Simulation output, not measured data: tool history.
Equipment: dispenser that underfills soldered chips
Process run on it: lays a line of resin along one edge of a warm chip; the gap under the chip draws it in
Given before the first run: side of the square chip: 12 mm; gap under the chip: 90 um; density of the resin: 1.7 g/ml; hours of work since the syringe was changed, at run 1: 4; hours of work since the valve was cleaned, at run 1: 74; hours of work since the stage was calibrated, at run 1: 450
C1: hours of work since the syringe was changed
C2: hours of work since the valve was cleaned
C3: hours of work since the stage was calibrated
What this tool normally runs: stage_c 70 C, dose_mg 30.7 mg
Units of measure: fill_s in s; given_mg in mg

{"run": 1, "day": 0.0, "stage_c": 70, "dose_mg": 30.7, "C1": 4, "C2": 74, "C3": 450, "fill_s": 25, "given_mg": 28.7}
{"run": 2, "day": 0.271, "stage_c": 70, "dose_mg": 30.7, "C1": 9, "C2": 79, "C3": 455, "fill_s": 32.8, "given_mg": 28.83}
{"day": 0.408, "done": "new syringe of resin"}
{"run": 3, "day": 0.662, "stage_c": 70, "dose_mg": 30.7, "C1": 5, "C2": 86, "C3": 462, "fill_s": 25.5, "given_mg": 28.53}
{"day": 1.033, "done": "new syringe of resin"}
{"run": 4, "day": 1.292, "stage_c": 70, "dose_mg": 36.5, "C1": 5, "C2": 97, "C3": 474, "fill_s": 25, "given_mg": 33.49}
{"day": 1.688, "done": "new syringe of resin"}
{"run": 5, "day": 1.796, "stage_c": 79, "dose_mg": 30.7, "C1": 2, "C2": 106, "C3": 483, "fill_s": 15, "given_mg": 28.06}
{"run": 6, "day": 2.238, "stage_c": 79, "dose_mg": 30.7, "C1": 10, "C2": 115, "C3": 491, "fill_s": 22.6, "given_mg": 27.77}
{"day": 2.308, "done": "new syringe of resin"}
{"run": 7, "day": 2.721, "stage_c": 70, "dose_mg": 27.7, "C1": 8, "C2": 123, "C3": 500, "fill_s": 31.5, "given_mg": 24.98}
{"day": 2.929, "done": "new syringe of resin"}
{"day": 3.338, "done": "dispensing valve cleaned and set on the balance"}
{"run": 8, "day": 3.338, "stage_c": 70, "dose_mg": 30.7, "C1": 7, "C2": 0, "C3": 510, "fill_s": 29, "given_mg": 30.71}
{"day": 3.604, "done": "new syringe of resin"}
{"run": 9, "day": 3.817, "stage_c": 66, "dose_mg": 39.7, "C1": 4, "C2": 9, "C3": 519, "fill_s": 30.3, "given_mg": 39.45}
{"day": 4.246, "done": "new syringe of resin"}
{"run": 10, "day": 4.292, "stage_c": 66, "dose_mg": 39.7, "C1": 1, "C2": 17, "C3": 528, "fill_s": 25.8, "given_mg": 39.38}
{"run": 11, "day": 4.546, "stage_c": 66, "dose_mg": 39.7, "C1": 6, "C2": 22, "C3": 532, "fill_s": 32.3, "given_mg": 39.26}
{"day": 4.854, "done": "new syringe of resin"}
{"run": 12, "day": 5.058, "stage_c": 80, "dose_mg": 27.4, "C1": 4, "C2": 31, "C3": 542, "fill_s": 15.8, "given_mg": 26.69}
{"run": 13, "day": 5.367, "stage_c": 80, "dose_mg": 27.4, "C1": 10, "C2": 37, "C3": 547, "fill_s": 21, "given_mg": 26.59}
{"day": 5.483, "done": "new syringe of resin"}
{"run": 14, "day": 5.725, "stage_c": 75, "dose_mg": 35, "C1": 4, "C2": 44, "C3": 554, "fill_s": 19.8, "given_mg": 33.53}
{"day": 6.1, "done": "new syringe of resin"}
{"run": 15, "day": 6.342, "stage_c": 75, "dose_mg": 35, "C1": 5, "C2": 55, "C3": 565, "fill_s": 19.4, "given_mg": 33.39}
{"day": 6.733, "done": "new syringe of resin"}
{"run": 16, "day": 6.738, "stage_c": 85, "dose_mg": 32.7, "C1": 0, "C2": 62, "C3": 572, "fill_s": 9.4, "given_mg": 31.01}

Alternative continuations, all from the tool just after run 16; predict every row:
{"run": "A", "day": 7.029, "stage_c": 81, "dose_mg": 30.8, "C1": 5, "C2": 67, "C3": 578, "fill_s": "?", "given_mg": "?"}
{"run": "B", "day": 7.029, "stage_c": 56, "dose_mg": 31.2, "C1": 5, "C2": 67, "C3": 578, "fill_s": "?", "given_mg": "?"}
{"run": "C", "day": 7.029, "stage_c": 67, "dose_mg": 30.8, "C1": 5, "C2": 67, "C3": 578, "fill_s": "?", "given_mg": "?"}

run=A fill_s=15.9 given_mg=29.2
run=B fill_s=57.2 given_mg=29.47
run=C fill_s=32.5 given_mg=28.97
Take away the tool's hidden state, keep each run's random variation, and the runs would have read:
run=A fill_s=10 given_mg=30.92
run=B fill_s=35.2 given_mg=31.21
run=C fill_s=20.3 given_mg=30.68
